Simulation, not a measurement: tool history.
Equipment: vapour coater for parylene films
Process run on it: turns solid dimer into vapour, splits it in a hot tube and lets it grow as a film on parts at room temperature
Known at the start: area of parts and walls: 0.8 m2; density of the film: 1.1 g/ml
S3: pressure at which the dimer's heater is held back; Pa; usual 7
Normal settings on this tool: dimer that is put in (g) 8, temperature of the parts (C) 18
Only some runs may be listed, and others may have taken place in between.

{"run": 1, "hour": 0.0, "dimer that is put in (g)": 8, "temperature of the parts (C)": 18, "S3": 7, "thickness of the film (nm)": 6120}
{"run": 2, "hour": 14.2, "dimer that is put in (g)": 8, "temperature of the parts (C)": 18, "S3": 7, "thickness of the film (nm)": 6100}
{"run": 3, "hour": 31.2, "dimer that is put in (g)": 8, "temperature of the parts (C)": 18, "S3": 7, "thickness of the film (nm)": 6010}
{"run": 4, "hour": 49.0, "dimer that is put in (g)": 8, "temperature of the parts (C)": 18, "S3": 7, "thickness of the film (nm)": 6050}
{"run": 5, "hour": 68.8, "dimer that is put in (g)": 8, "temperature of the parts (C)": 18, "S3": 7, "thickness of the film (nm)": 6120}
{"run": 6, "hour": 86.0, "dimer that is put in (g)": 8, "temperature of the parts (C)": 18, "S3": 7, "thickness of the film (nm)": 6030}
{"run": 7, "hour": 105.4, "dimer that is put in (g)": 8, "temperature of the parts (C)": 18, "S3": 7, "thickness of the film (nm)": 5970}
{"run": 8, "hour": 128.7, "dimer that is put in (g)": 8, "temperature of the parts (C)": 18, "S3": 7, "thickness of the film (nm)": 6030}
{"run": 9, "hour": 142.0, "dimer that is put in (g)": 8, "temperature of the parts (C)": 18, "S3": 4.81, "thickness of the film (nm)": 6120}
{"run": 10, "hour": 164.6, "dimer that is put in (g)": 8, "temperature of the parts (C)": 18, "S3": 4.81, "thickness of the film (nm)": 6190}
{"run": 11, "hour": 185.4, "dimer that is put in (g)": 8, "temperature of the parts (C)": 18, "S3": 7, "thickness of the film (nm)": 6040}
{"run": 12, "hour": 212.4, "dimer that is put in (g)": 8, "temperature of the parts (C)": 18, "S3": 7, "thickness of the film (nm)": 5950}
{"run": 13, "hour": 224.9, "dimer that is put in (g)": 8, "temperature of the parts (C)": 18, "S3": 2.64, "thickness of the film (nm)": 6380}
{"run": 14, "hour": 246.7, "dimer that is put in (g)": 8, "temperature of the parts (C)": 18, "S3": 2.64, "thickness of the film (nm)": 6380}
{"run": 15, "hour": 259.0, "dimer that is put in (g)": 8, "temperature of the parts (C)": 18, "S3": 7, "thickness of the film (nm)": 5850}
{"run": 16, "hour": 273.0, "dimer that is put in (g)": 8, "temperature of the parts (C)": 18, "S3": 7, "thickness of the film (nm)": 5930}
{"run": 17, "hour": 283.9, "dimer that is put in (g)": 8, "temperature of the parts (C)": 18, "S3": 7, "thickness of the film (nm)": 5900}
{"run": 18, "hour": 309.9, "dimer that is put in (g)": 8, "temperature of the parts (C)": 18, "S3": 7, "thickness of the film (nm)": 5850}
{"run": 19, "hour": 321.1, "dimer that is put in (g)": 8, "temperature of the parts (C)": 18, "S3": 7, "thickness of the film (nm)": 5870}
{"run": 20, "hour": 345.5, "dimer that is put in (g)": 8, "temperature of the parts (C)": 18, "S3": 7, "thickness of the film (nm)": 5880}
{"run": 21, "hour": 362.0, "dimer that is put in (g)": 8, "temperature of the parts (C)": 28, "S3": 7, "thickness of the film (nm)": 4210}
{"run": 22, "hour": 380.4, "dimer that is put in (g)": 8, "temperature of the parts (C)": 28, "S3": 7, "thickness of the film (nm)": 4150}
{"run": 23, "hour": 399.6, "dimer that is put in (g)": 8, "temperature of the parts (C)": 28, "S3": 7, "thickness of the film (nm)": 4190}
{"run": 24, "hour": 426.0, "dimer that is put in (g)": 5, "temperature of the parts (C)": 21, "S3": 5.91, "thickness of the film (nm)": 3310}
{"run": 25, "hour": 441.1, "dimer that is put in (g)": 5, "temperature of the parts (C)": 21, "S3": 5.91, "thickness of the film (nm)": 3320}
{"run": 26, "hour": 458.2, "dimer that is put in (g)": 8, "temperature of the parts (C)": 20, "S3": 5.91, "thickness of the film (nm)": 5480}
{"run": 27, "hour": 482.9, "dimer that is put in (g)": 8, "temperature of the parts (C)": 20, "S3": 5.91, "thickness of the film (nm)": 5490}
{"run": 28, "hour": 508.9, "dimer that is put in (g)": 8, "temperature of the parts (C)": 15, "S3": 3.11, "thickness of the film (nm)": 6720}
{"run": 29, "hour": 534.4, "dimer that is put in (g)": 8, "temperature of the parts (C)": 19, "S3": 7.5, "thickness of the film (nm)": 5530}
{"run": 30, "hour": 557.9, "dimer that is put in (g)": 8, "temperature of the parts (C)": 19, "S3": 7.5, "thickness of the film (nm)": 5460}
{"run": 31, "hour": 578.5, "dimer that is put in (g)": 5, "temperature of the parts (C)": 13, "S3": 3.35, "thickness of the film (nm)": 4450}
{"run": 32, "hour": 602.2, "dimer that is put in (g)": 5, "temperature of the parts (C)": 13, "S3": 3.35, "thickness of the film (nm)": 4430}
{"run": 33, "hour": 618.7, "dimer that is put in (g)": 8, "temperature of the parts (C)": 11, "S3": 4.89, "thickness of the film (nm)": 7410}
{"run": 34, "hour": 630.8, "dimer that is put in (g)": 7, "temperature of the parts (C)": 24, "S3": 3.99, "thickness of the film (nm)": 4210}
{"run": 35, "hour": 657.6, "dimer that is put in (g)": 7, "temperature of the parts (C)": 24, "S3": 3.99, "thickness of the film (nm)": 4650}
{"run": 36, "hour": 680.6, "dimer that is put in (g)": 5, "temperature of the parts (C)": 29, "S3": 3.99, "thickness of the film (nm)": 2820}
{"run": 37, "hour": 702.2, "dimer that is put in (g)": 6, "temperature of the parts (C)": 12, "S3": 7, "thickness of the film (nm)": 5690}
{"run": 38, "hour": 722.2, "dimer that is put in (g)": 6, "temperature of the parts (C)": 12, "S3": 7, "thickness of the film (nm)": 5650}
{"run": 39, "hour": 741.5, "dimer that is put in (g)": 6, "temperature of the parts (C)": 20, "S3": 7, "thickness of the film (nm)": 4400}
{"run": 40, "hour": 766.1, "dimer that is put in (g)": 8, "temperature of the parts (C)": 22, "S3": 7, "thickness of the film (nm)": 5380}
{"run": 41, "hour": 787.4, "dimer that is put in (g)": 5, "temperature of the parts (C)": 10, "S3": 5.88, "thickness of the film (nm)": 5070}
{"run": 42, "hour": 813.3, "dimer that is put in (g)": 5, "temperature of the parts (C)": 28, "S3": 2.71, "thickness of the film (nm)": 2990}
{"run": 43, "hour": 836.9, "dimer that is put in (g)": 5, "temperature of the parts (C)": 28, "S3": 2.71, "thickness of the film (nm)": 2900}
{"run": 44, "hour": 862.1, "dimer that is put in (g)": 5, "temperature of the parts (C)": 28, "S3": 2.71, "thickness of the film (nm)": 2950}
{"run": 45, "hour": 887.1, "dimer that is put in (g)": 5, "temperature of the parts (C)": 19, "S3": 2.71, "thickness of the film (nm)": 3970}

Put back what was entered between runs (1 entry, withheld): which listed runs does each sit between, and how does the hidden state differ from the listed run before to the listed run after?
From run 34 to run 35: trap's valve overhauled (hour 649.8)
  vapour lost through the trap's worn valve, %: 9.7 -> 0.2; true temperature of the parts over the reading, C: 0.17 -> 0.18
  what was measured, less what the result would be without the hidden state, thickness of the film (nm): -480 -> -30
